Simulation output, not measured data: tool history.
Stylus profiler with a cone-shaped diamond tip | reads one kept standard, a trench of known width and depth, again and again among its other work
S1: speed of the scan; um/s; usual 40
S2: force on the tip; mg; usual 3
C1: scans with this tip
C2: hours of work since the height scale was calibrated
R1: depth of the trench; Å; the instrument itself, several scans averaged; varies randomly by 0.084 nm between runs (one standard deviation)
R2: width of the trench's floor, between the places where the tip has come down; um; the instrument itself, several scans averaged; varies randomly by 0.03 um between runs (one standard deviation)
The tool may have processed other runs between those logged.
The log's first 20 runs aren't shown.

run	day	S1	S2	C1	C2	R1	R2
21	26.625	12	1.43	2076	360	2009.9	47.76
22	28.471	50	5.21	2203	382	2023.8	47.67
23	30.162	50	5.21	2320	402	2024.2	47.58
24	31.504	56	1.01	2413	418	2009.1	47.31
25	32.612	56	1.01	2489	431	2008.3	47.32
26	33.796	18	2.36	2570	445	2014.3	47.69
27	35.204	122	6.13	2667	462	2027.8	47.42
28	36.408	122	6.13	2750	476	2027.1	47.32
29	37.183	90	4.79	2804	485	2023.3	47.43
30	38.858	45	1.22	2919	505	2010	47.44
31	39.971	45	1.22	2996	519	2011.7	47.39

Each row is a separate what-if for the run after 31, all from the same tool condition, not one after another. Results?
A	41.612	59	3.38	3109	538	?	?
B	41.612	40	4.55	3109	538	?	?
C	41.612	20	3	3109	538	?	?
D	41.612	26	4.86	3109	538	?	?
E	41.612	39	3.99	3109	538	?	?

run	R1	R2
A	2017.9	47.5
B	2022.4	47.54
C	2017.9	47.65
D	2023.4	47.62
E	2021.4	47.59
With the hidden condition removed and each run's random variation left untouched, the same runs would have given:
run	R1	R2
A	2015.5	47.81
B	2019.9	47.84
C	2015.4	47.95
D	2020.9	47.93
E	2018.9	47.9

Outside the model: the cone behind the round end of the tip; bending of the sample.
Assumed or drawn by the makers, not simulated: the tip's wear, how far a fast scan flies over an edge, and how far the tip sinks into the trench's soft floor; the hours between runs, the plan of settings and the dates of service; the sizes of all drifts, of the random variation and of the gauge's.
